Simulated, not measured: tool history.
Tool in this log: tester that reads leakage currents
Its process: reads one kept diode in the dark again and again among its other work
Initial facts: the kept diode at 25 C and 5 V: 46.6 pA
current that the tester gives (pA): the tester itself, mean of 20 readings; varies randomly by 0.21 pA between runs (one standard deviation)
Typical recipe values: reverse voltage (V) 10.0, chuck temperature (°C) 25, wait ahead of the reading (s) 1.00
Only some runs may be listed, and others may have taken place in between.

| run | hour | reverse voltage (V) | chuck temperature (°C) | wait ahead of the reading (s) | current that the tester gives (pA) |
|---|---|---|---|---|---|
| 1 | 0.0 | 10.0 | 25 | 1.00 | 87.64 |
| 2 | 48.6 | 10.0 | 25 | 1.00 | 87.12 |
| 3 | 71.1 | 10.0 | 25 | 1.00 | 87.03 |
| 4 | 108.5 | 10.0 | 25 | 1.00 | 86.35 |
| 5 | 137.9 | 10.0 | 25 | 1.00 | 87.12 |
| 6 | 180.8 | 10.0 | 25 | 1.00 | 86.34 |
| 7 | 215.9 | 10.0 | 25 | 1.00 | 86.28 |
| 8 | 240.1 | 10.0 | 25 | 0.48 | 89.32 |
| 9 | 273.0 | 16.9 | 25 | 0.48 | 125.45 |
| 10 | 313.1 | 10.0 | 25 | 1.00 | 86.17 |
| 11 | 353.4 | 10.0 | 25 | 1.00 | 86.05 |
| 12 | 396.2 | 10.0 | 25 | 1.00 | 85.81 |
| 13 | 440.2 | 10.0 | 25 | 0.46 | 89.46 |
| 14 | 465.1 | 10.0 | 49 | 0.46 | 515.41 |
| 15 | 490.5 | 10.0 | 32 | 0.46 | 143.10 |
| 16 | 536.1 | 10.0 | 32 | 0.46 | 142.94 |
| 17 | 586.1 | 10.0 | 32 | 0.46 | 142.26 |
| 18 | 621.9 | 10.0 | 32 | 0.46 | 141.48 |
| 19 | 671.8 | 10.0 | 21 | 1.00 | 65.60 |
| 20 | 705.0 | 10.0 | 25 | 1.00 | 83.89 |
| 21 | 745.8 | 10.0 | 25 | 3.08 | 81.70 |
| 22 | 785.2 | 9.5 | 25 | 1.44 | 80.35 |
| 23 | 825.0 | 3.3 | 25 | 4.06 | 42.65 |
| 24 | 852.0 | 3.3 | 25 | 4.06 | 42.61 |
| 25 | 885.4 | 3.6 | 53 | 0.64 | 415.20 |
| 26 | 906.7 | 3.6 | 53 | 0.64 | 412.22 |
| 27 | 930.1 | 10.0 | 35 | 1.00 | 168.30 |
| 28 | 952.4 | 14.7 | 21 | 0.33 | 95.31 |
| 29 | 988.1 | 4.0 | 43 | 0.33 | 198.92 |
| 30 | 1024.5 | 4.0 | 43 | 0.33 | 196.96 |
| 31 | 1061.2 | 4.1 | 43 | 0.33 | 199.69 |
| 32 | 1087.0 | 5.2 | 25 | 1.00 | 55.47 |
| 33 | 1114.3 | 1.5 | 28 | 3.32 | 34.69 |
| 34 | 1149.8 | 10.0 | 35 | 2.05 | 162.91 |
| 35 | 1199.4 | 10.0 | 35 | 2.05 | 162.63 |
| 36 | 1243.1 | 10.0 | 48 | 8.02 | 436.81 |
| 37 | 1275.7 | 2.0 | 25 | 1.00 | 31.57 |
| 38 | 1309.7 | 5.4 | 47 | 1.00 | 301.39 |
| 39 | 1357.4 | 5.4 | 47 | 1.00 | 297.77 |
| 40 | 1391.1 | 2.6 | 21 | 1.00 | 27.19 |

Below are 4 alternative next runs, each starting from the tool's condition after run 40. Predict each:
|  | 1401.6 | chuck's temperature calibrated |
| A | 1435.5 | 3.0 | 42 | 0.65 | ? |
|  | 1401.6 | chuck's temperature calibrated |
| B | 1435.5 | 2.3 | 25 | 1.00 | ? |
|  | 1401.6 | chuck's temperature calibrated |
| C | 1435.5 | 2.3 | 33 | 0.76 | ? |
|  | 1401.6 | chuck's temperature calibrated |
| D | 1435.5 | 17.9 | 21 | 3.55 | ? |

| run | current that the tester gives (pA) |
|---|---|
| A | 177.70 |
| B | 39.74 |
| C | 75.03 |
| D | 104.45 |
Without the tool's hidden state the same runs would have given:
| run | current that the tester gives (pA) |
|---|---|
| A | 169.81 |
| B | 33.83 |
| C | 69.10 |
| D | 58.59 |
